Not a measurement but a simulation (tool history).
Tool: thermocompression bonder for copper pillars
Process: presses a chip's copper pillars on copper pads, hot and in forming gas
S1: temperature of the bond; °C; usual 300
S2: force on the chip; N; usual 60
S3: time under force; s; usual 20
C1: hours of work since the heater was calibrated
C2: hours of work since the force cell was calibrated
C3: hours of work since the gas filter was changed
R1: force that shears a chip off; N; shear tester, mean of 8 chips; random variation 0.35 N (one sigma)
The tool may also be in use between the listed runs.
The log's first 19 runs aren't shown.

| run | day | S1 | S2 | S3 | C1 | C2 | C3 | R1 |
|---|---|---|---|---|---|---|---|---|
| 20 | 13.908 | 300 | 60 | 20 | 20 | 322 | 41 | 65.3 |
| 21 | 14.617 | 310 | 70 | 51 | 27 | 329 | 49 | 96.4 |
| 22 | 15.421 | 271 | 41 | 20 | 36 | 338 | 57 | 36.0 |
| 23 | 15.892 | 271 | 41 | 20 | 41 | 343 | 62 | 35.7 |
| 24 | 16.567 | 271 | 67 | 25 | 48 | 350 | 70 | 61.4 |
| 25 | 17.350 | 274 | 67 | 14 | 57 | 359 | 78 | 50.9 |
| 26 | 18.296 | 274 | 67 | 14 | 67 | 369 | 88 | 51.5 |
| 27 | 18.946 | 274 | 67 | 14 | 74 | 376 | 95 | 51.5 |
| 28 | 19.729 | 274 | 67 | 14 | 82 | 384 | 104 | 51.4 |
|  | 20.092 | gauge calibrated |
| 29 | 20.583 | 300 | 60 | 20 | 92 | 394 | 113 | 62.7 |
| 30 | 21.083 | 300 | 60 | 20 | 97 | 399 | 118 | 63.0 |
| 31 | 21.525 | 300 | 89 | 20 | 102 | 404 | 123 | 83.7 |
| 32 | 22.350 | 328 | 50 | 40 | 111 | 413 | 132 | 80.1 |
| 33 | 23.171 | 288 | 49 | 50 | 120 | 421 | 141 | 67.1 |
| 34 | 23.617 | 284 | 48 | 38 | 124 | 426 | 145 | 58.4 |
| 35 | 24.096 | 289 | 42 | 20 | 130 | 431 | 151 | 42.3 |
|  | 24.392 | forming gas filter changed |
| 36 | 24.696 | 300 | 60 | 21 | 136 | 438 | 3 | 65.0 |
| 37 | 25.492 | 300 | 60 | 41 | 144 | 446 | 12 | 78.0 |
| 38 | 26.275 | 300 | 89 | 27 | 153 | 455 | 20 | 90.4 |
| 39 | 26.921 | 315 | 88 | 20 | 160 | 462 | 27 | 89.8 |

Forecast each of these 3 alternatives for the next run:
| A | 27.496 | 310 | 38 | 35 | 166 | 468 | 33 | ? |
| B | 27.496 | 319 | 88 | 16 | 166 | 468 | 33 | ? |
| C | 27.496 | 309 | 68 | 20 | 166 | 468 | 33 | ? |

| run | R1 |
|---|---|
| A | 57.3 |
| B | 87.0 |
| C | 74.9 |
Without the tool's hidden state the same runs would have given:
| run | R1 |
|---|---|
| A | 56.9 |
| B | 86.2 |
| C | 74.3 |
